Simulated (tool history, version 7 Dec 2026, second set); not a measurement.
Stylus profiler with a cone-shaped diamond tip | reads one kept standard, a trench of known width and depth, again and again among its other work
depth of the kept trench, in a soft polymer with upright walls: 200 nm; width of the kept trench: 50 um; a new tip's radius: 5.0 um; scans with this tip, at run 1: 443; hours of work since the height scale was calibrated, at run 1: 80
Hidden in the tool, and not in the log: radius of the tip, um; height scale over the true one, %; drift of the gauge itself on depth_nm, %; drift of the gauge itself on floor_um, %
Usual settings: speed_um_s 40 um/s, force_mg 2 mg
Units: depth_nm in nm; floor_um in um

run	hour	speed_um_s	force_mg	scans with this tip	hours of work since the height scale was calibrated	depth_nm	floor_um
1	0	40	2	443	80	202.14	46.97
2	86.5	40	2	689	124	201.87	46.94
3	141.6	40	2	845	152	201.88	46.96
4	185.7	62	2	971	175	201.91	46.82
5	241.2	62	2	1129	203	202.04	46.85
6	290.3	62	2	1268	228	201.98	46.8
7	331.8	148	2	1386	249	201.94	46.6
8	418.3	148	2	1632	294	202.02	46.53
9	476.5	148	2	1798	323	201.96	46.53
10	541.9	40	2	1984	357	202.14	46.76
11	630.2	60	2	2235	402	202.22	46.64
12	679.4	60	2	2375	427	201.96	46.62
13	732.7	40	5.98	2527	454	203.98	46.7
14	809.4	40	2	2745	494	202.22	46.63
15	876.4	40	2	2936	528	202.31	46.64
16	952.7	42	2	3153	567	202.25	46.54
17	1031.3	19	2	3376	607	202.13	46.59
18	1078.7	19	2	3511	631	202.21	46.53
19	1161	40	2	3745	673	202.25	46.5
# hour 1165.9: height scale calibrated on a step standard
20	1248.1	40	2	3992	42	202.55	46.45
21	1335.5	40	2	4240	87	202.54	46.41
22	1400.7	40	2	4426	120	202.51	46.39
# hour 1426.9: height scale calibrated on a step standard, once more
23	1470.6	40	2	4623	22	201.77	46.36
24	1521	40	2	4766	48	201.82	46.35
25	1576	15	0.94	4923	76	201.17	46.34
26	1661.9	101	0.94	5167	120	201.1	46
27	1734.9	17	1.65	5375	158	201.53	46.33
28	1795.6	17	1.65	5548	189	201.63	46.27
29	1866.6	13	2	5750	225	202.05	46.22
30	1907.9	141	1	5867	246	201.21	45.78
31	1973.4	141	1	6053	279	201.38	45.76
32	2047.2	23	2.02	6263	317	201.94	46.17
33	2130.4	19	1.35	6500	360	201.56	46.1
34	2189.5	30	1.53	6668	390	201.8	46.06
35	2258.5	70	1.64	6864	425	201.79	46.01
36	2333.7	121	4.03	7078	464	203.04	45.9
37	2420.4	121	0.76	7325	508	201.16	45.59
38	2458.6	152	4.37	7433	528	203.22	45.81
39	2533.6	152	4.37	7647	566	203.31	45.79
40	2572.1	152	4.37	7756	586	203.36	45.75
41	2650.4	13	0.73	7979	626	201.25	46.02
42	2689.4	16	2.08	8090	646	202.08	45.97
43	2739	34	5.84	8231	671	204.18	45.94
44	2803.7	94	1.79	8415	704	201.97	45.67
45	2891	31	4.2	8663	749	203.35	45.89
46	2953	19	0.67	8840	780	201.35	45.8
47	2998.3	80	0.98	8969	804	201.22	45.54

Measured less the same run without the tool's hidden state. The same run-to-run variation is in both; the gauge's scatter may not be:
run	depth_nm	floor_um
1	+0.14	-0.09
2	+0.16	-0.14
3	+0.17	-0.16
4	+0.18	-0.19
5	+0.2	-0.2
6	+0.22	-0.24
7	+0.23	-0.26
8	+0.24	-0.29
9	+0.25	-0.32
10	+0.27	-0.35
11	+0.29	-0.39
12	+0.3	-0.41
13	+0.32	-0.43
14	+0.34	-0.46
15	+0.36	-0.49
16	+0.38	-0.53
17	+0.39	-0.56
18	+0.41	-0.58
19	+0.43	-0.61
20	+0.68	-0.65
21	+0.7	-0.69
22	+0.72	-0.72
23	-0.01	-0.74
24	+0.01	-0.76
25	+0.02	-0.79
26	+0.04	-0.81
27	+0.05	-0.85
28	+0.07	-0.87
29	+0.09	-0.89
30	+0.1	-0.91
31	+0.12	-0.94
32	+0.14	-0.96
33	+0.15	-1
34	+0.17	-1.01
35	+0.18	-1.04
36	+0.2	-1.07
37	+0.22	-1.1
38	+0.23	-1.12
39	+0.25	-1.14
40	+0.26	-1.15
41	+0.28	-1.18
42	+0.29	-1.2
43	+0.31	-1.22
44	+0.32	-1.24
45	+0.35	-1.27
46	+0.36	-1.29
47	+0.37	-1.31
